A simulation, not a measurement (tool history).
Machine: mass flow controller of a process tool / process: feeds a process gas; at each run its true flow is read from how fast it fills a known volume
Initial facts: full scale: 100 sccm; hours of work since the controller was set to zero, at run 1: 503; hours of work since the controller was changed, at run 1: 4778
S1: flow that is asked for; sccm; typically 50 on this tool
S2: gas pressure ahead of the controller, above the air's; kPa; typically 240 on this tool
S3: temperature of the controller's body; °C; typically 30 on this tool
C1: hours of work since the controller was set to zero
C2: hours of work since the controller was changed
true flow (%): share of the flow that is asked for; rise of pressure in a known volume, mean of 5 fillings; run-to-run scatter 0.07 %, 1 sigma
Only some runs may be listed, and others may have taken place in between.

{"run": 1, "hour": 0.0, "S1": 50, "S2": 240, "S3": 30, "C1": 503, "C2": 4778, "true flow (%)": 100.26}
{"run": 2, "hour": 141.2, "S1": 50, "S2": 240, "S3": 30, "C1": 577, "C2": 4852, "true flow (%)": 100.22}
{"run": 3, "hour": 339.5, "S1": 50, "S2": 188, "S3": 30, "C1": 681, "C2": 4957, "true flow (%)": 100.72}
{"run": 4, "hour": 601.4, "S1": 50, "S2": 265, "S3": 30, "C1": 820, "C2": 5095, "true flow (%)": 100.17}
{"run": 5, "hour": 762.0, "S1": 50, "S2": 240, "S3": 25, "C1": 904, "C2": 5179, "true flow (%)": 99.85}
{"run": 6, "hour": 898.0, "S1": 50, "S2": 240, "S3": 37, "C1": 976, "C2": 5251, "true flow (%)": 100.94}
{"hour": 921.2, "done": "controller's zero set anew"}
{"run": 7, "hour": 1056.3, "S1": 11, "S2": 240, "S3": 35, "C1": 71, "C2": 5334, "true flow (%)": 101.05}
{"run": 8, "hour": 1188.6, "S1": 42, "S2": 209, "S3": 27, "C1": 141, "C2": 5404, "true flow (%)": 100.47}
{"run": 9, "hour": 1373.5, "S1": 80, "S2": 168, "S3": 21, "C1": 238, "C2": 5501, "true flow (%)": 101.44}
{"run": 10, "hour": 1676.9, "S1": 50, "S2": 155, "S3": 26, "C1": 398, "C2": 5661, "true flow (%)": 101.07}
{"run": 11, "hour": 1980.1, "S1": 12, "S2": 240, "S3": 30, "C1": 558, "C2": 5821, "true flow (%)": 101.3}
{"run": 12, "hour": 2206.0, "S1": 12, "S2": 196, "S3": 28, "C1": 677, "C2": 5940, "true flow (%)": 101.52}

Entry by entry between the runs, the difference in hidden state between the last listed run before and the first listed run after:
In the gap between runs 6 and 7: controller's zero set anew (hour 921.2)
  flow at rest that the sensor doesn't see, % of full scale: 0.106 -> 0.191; true flow over the shown one, %: 1.86 -> 1.89
  measured value less the no-hidden-state value, true flow (%): +2.07 -> +3.63
